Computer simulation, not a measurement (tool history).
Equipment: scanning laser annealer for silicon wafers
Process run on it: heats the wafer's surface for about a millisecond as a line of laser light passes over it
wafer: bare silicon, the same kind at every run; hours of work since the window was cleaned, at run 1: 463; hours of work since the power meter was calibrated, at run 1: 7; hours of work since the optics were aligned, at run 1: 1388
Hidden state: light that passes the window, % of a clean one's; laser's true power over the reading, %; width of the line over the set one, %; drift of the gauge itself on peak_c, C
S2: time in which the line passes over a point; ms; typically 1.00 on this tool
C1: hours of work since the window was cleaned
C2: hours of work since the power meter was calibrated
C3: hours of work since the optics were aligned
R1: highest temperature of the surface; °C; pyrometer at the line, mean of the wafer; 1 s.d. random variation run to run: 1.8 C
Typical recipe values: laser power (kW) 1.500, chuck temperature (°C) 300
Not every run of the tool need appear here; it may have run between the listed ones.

Run 1, hour 0.0: usual settings; C1 463; C2 7; C3 1388. Result: R1 977 °C.
Run 2, hour 10.0: usual settings; C1 468; C2 12; C3 1393. Result: R1 980 °C.
Run 3, hour 20.1: usual settings; C1 473; C2 17; C3 1398. Result: R1 985 °C.
Run 4, hour 33.5: usual settings; C1 479; C2 24; C3 1405. Result: R1 981 °C.
Run 5, hour 43.9: usual settings but S2 0.88 ms; C1 485; C2 29; C3 1410. Result: R1 939 °C.
Run 6, hour 57.3: usual settings but S2 0.88 ms; C1 491; C2 36; C3 1417. Result: R1 943 °C.
Run 7, hour 70.0: usual settings but laser power (kW) 1.284, S2 1.12 ms; C1 497; C2 42; C3 1423. Result: R1 901 °C.
Run 8, hour 76.9: usual settings but laser power (kW) 1.348, S2 1.23 ms, chuck temperature (°C) 269; C1 501; C2 46; C3 1426. Result: R1 931 °C.
Run 9, hour 89.9: usual settings but laser power (kW) 1.389, S2 1.05 ms; C1 507; C2 52; C3 1433. Result: R1 938 °C.
Run 10, hour 98.7: usual settings but laser power (kW) 1.389, S2 1.05 ms; C1 512; C2 56; C3 1437. Result: R1 934 °C.

Results for each run, recomputed without the tool's hidden state and with each run's random variation untouched:
run    R1
  1  1018
  2  1021
  3  1026
  4  1022
  5   978
  6   982
  7   938
  8   972
  9   978
 10   974
